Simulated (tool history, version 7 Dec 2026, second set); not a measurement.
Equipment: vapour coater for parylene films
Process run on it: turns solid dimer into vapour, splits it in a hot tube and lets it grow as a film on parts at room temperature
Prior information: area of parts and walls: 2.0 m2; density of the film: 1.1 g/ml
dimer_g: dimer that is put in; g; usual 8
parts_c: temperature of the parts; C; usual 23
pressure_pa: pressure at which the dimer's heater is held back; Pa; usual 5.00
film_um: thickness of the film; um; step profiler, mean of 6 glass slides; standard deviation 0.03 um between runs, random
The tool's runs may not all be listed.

run	day	dimer_g	parts_c	pressure_pa	film_um
1	0.000	8	23	5.00	2.57
2	0.512	8	23	4.04	2.62
3	0.842	8	23	5.00	2.54
4	1.292	8	23	5.00	2.60
5	1.650	8	32	5.00	2.16
6	2.125	8	23	5.00	2.57
7	2.479	8	23	5.00	2.54
8	2.779	7	23	5.00	2.19
9	3.112	8	23	5.00	2.54
10	3.738	8	33	5.00	2.10
11	4.338	8	33	5.00	2.08
12	4.779	3	23	5.00	0.95
13	5.242	3	23	5.00	0.97
# day 5.458: trap's valve overhauled
14	5.783	8	31	5.00	2.08
15	6.250	8	31	5.00	2.03
16	6.950	11	31	2.85	2.90
17	7.367	7	16	4.64	2.44
18	7.808	7	16	4.64	2.46
19	8.162	9	26	3.49	2.59
20	8.671	8	29	8.45	2.01
# day 9.262: trap's valve overhauled, once more
21	9.262	13	29	11.89	3.80
22	9.746	8	27	4.31	2.60
23	10.246	12	30	4.85	3.64
24	10.708	11	23	2.18	4.10
25	11.267	11	33	2.18	3.31
26	11.642	11	33	2.18	3.39
27	12.192	11	33	2.18	3.31

Below, each run's measurement less what the same run would have read without the hidden state. Both values contain the same run-to-run variation, but the gauge's scatter may not be the same in both:
Unlogged tool condition in this case: vapour lost through the trap's worn valve, %; true temperature of the parts over the reading, C; drift of the gauge itself on film_um, %.
run	film_um
1	-0.25
2	-0.25
3	-0.24
4	-0.25
5	-0.21
6	-0.25
7	-0.26
8	-0.23
9	-0.26
10	-0.22
11	-0.22
12	-0.11
13	-0.11
14	-0.35
15	-0.35
16	-0.51
17	-0.43
18	-0.43
19	-0.46
20	-0.36
21	-0.01
22	-0.01
23	-0.02
24	-0.03
25	-0.02
26	-0.03
27	-0.04
